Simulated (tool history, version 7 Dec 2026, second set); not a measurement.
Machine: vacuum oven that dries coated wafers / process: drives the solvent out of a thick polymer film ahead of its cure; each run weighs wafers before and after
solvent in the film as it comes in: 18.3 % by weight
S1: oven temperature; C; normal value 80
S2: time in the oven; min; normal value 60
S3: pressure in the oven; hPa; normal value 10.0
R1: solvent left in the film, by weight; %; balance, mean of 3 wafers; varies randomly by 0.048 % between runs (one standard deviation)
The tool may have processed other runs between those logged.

| run | hour | S1 | S2 | S3 | R1 |
|---|---|---|---|---|---|
| 1 | 0.0 | 80 | 60 | 10.0 | 2.49 |
| 2 | 27.4 | 80 | 59 | 10.0 | 2.67 |
| 3 | 44.7 | 80 | 59 | 10.0 | 2.61 |
| 4 | 67.0 | 80 | 59 | 10.0 | 2.64 |
| 5 | 80.1 | 74 | 60 | 10.0 | 4.36 |
| 6 | 102.6 | 80 | 60 | 5.4 | 2.23 |
| 7 | 129.6 | 80 | 62 | 10.0 | 2.36 |
| 8 | 143.4 | 80 | 62 | 10.0 | 2.39 |
| 9 | 166.9 | 80 | 62 | 10.0 | 2.43 |
| 10 | 182.2 | 80 | 62 | 10.0 | 2.43 |
| 11 | 200.5 | 68 | 60 | 10.0 | 6.53 |
| 12 | 213.3 | 80 | 60 | 10.0 | 2.65 |
| 13 | 239.1 | 91 | 42 | 10.0 | 1.36 |
| 14 | 252.5 | 91 | 42 | 10.0 | 1.27 |
| 15 | 280.5 | 91 | 42 | 10.0 | 1.35 |
| 16 | 296.1 | 91 | 42 | 10.0 | 1.24 |
| 17 | 321.4 | 77 | 68 | 22.5 | 3.73 |
| 18 | 347.4 | 77 | 68 | 22.5 | 3.83 |
| 19 | 365.7 | 85 | 60 | 10.0 | 1.37 |
| 20 | 388.0 | 77 | 35 | 21.5 | 6.64 |

Estimate the outcome of run 21 from the log above:
| 21 | 399.2 | 74 | 60 | 25.8 | ? |

R1: 5.75 %
Without the tool's hidden state the same run would have given R1 5.75 %.
